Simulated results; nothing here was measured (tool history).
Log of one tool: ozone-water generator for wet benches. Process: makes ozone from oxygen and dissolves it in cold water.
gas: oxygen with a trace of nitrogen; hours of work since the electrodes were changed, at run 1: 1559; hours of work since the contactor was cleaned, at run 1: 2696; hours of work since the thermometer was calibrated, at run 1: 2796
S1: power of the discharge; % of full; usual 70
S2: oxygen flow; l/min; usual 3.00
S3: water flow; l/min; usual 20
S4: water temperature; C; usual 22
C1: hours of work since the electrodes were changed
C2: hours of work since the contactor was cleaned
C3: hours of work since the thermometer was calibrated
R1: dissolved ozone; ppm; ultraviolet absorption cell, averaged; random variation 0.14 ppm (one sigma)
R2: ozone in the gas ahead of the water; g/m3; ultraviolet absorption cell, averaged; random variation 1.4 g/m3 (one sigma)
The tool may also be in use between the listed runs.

run    hour  S1    S2  S3  S4    C1    C2    C3    R1     R2
  1     0.0  70  3.00  20  22  1559  2696  2796  16.9  262.6
  2    42.6  70  3.00  20  22  1589  2727  2826  16.9  264.1
  3    87.7  64  3.00  20  22  1621  2759  2858  15.5  242.7
  4   128.1  64  3.00  20  22  1650  2788  2887  15.6  244.3
  5   170.7  64  3.00  20  22  1681  2819  2918  15.5  242.6
  6   193.0  70  1.85  20  22  1697  2835  2934  15.4  334.6
  7   222.7  70  1.85  20  22  1718  2856  2955  15.4  330.6
  8   271.1  70  3.00  20  17  1753  2891  2990  17.6  258.7
  9   296.2  70  3.00  20  22  1771  2909  3008  17.1  260.1
 10   338.2  70  3.00  20  22  1801  2939  3038  16.7  258.7
 11   387.7  70  3.00  20  22  1836  2974  3073  16.8  259.3
 12   413.6  70  3.00  20  22  1855  2993  3092  17.0  258.2
 13   442.0  70  3.00  20  22  1875  3013  3112  16.6  258.7
 14   478.9  70  3.00  20  22  1902  3039  3139  17.0  258.1
 15   522.6  70  3.00  20  22  1933  3071  3170  16.9  257.7
 16   564.7  70  3.00  20  22  1963  3101  3200  16.6  257.6
      614.8  -- gauge calibrated
 17   614.8  70  4.38  20  22  1999  3137  3236  17.8  219.8
 18   661.3  70  1.73  14  26  2032  3170  3269  21.2  346.1
 19   714.8  70  1.73  14  22  2071  3208  3308  22.0  346.3
 20   738.4  55  2.78  14  22  2088  3225  3325  18.9  220.7
 21   782.7  46  2.78  28  24  2119  3257  3356   7.9  186.5
 22   814.6  99  3.00  31  29  2142  3280  3379  13.2  358.4
 23   852.6  99  3.00  31  29  2169  3307  3406  13.4  357.4
 24   895.3  72  2.96  20  22  2200  3338  3437  17.3  270.2
 25   940.8  72  2.96  20  22  2233  3370  3470  17.1  269.9
 26   973.7  46  3.00  20  20  2256  3394  3493  11.8  179.0
 27  1009.9  46  3.00  20  20  2282  3420  3519  11.7  176.4
 28  1042.7  46  3.00  20  20  2306  3443  3543  11.8  179.8
 29  1090.6  70  2.17  20  16  2340  3478  3577  16.5  302.8
 30  1117.4  70  2.17  20  16  2359  3497  3596  16.7  301.6
 31  1169.4  54  3.10  14  22  2396  3534  3633  18.6  200.9
 32  1201.4  54  3.10  14  22  2419  3557  3656  19.0  199.4
 33  1238.3  45  3.10  14  22  2446  3583  3683  16.1  170.6
 34  1270.5  56  2.49  16  22  2469  3606  3706  16.9  228.2

Hidden state at the last listed run before each entry between runs and at the first one after, where it differs:
Between runs 16 and 17: gauge calibrated (hour 614.8)
  drift of the gauge itself on gas_g_m3, %: -2.72 -> 0
  measured less the result without the state, R2: -7.3 -> +0.0 g/m3
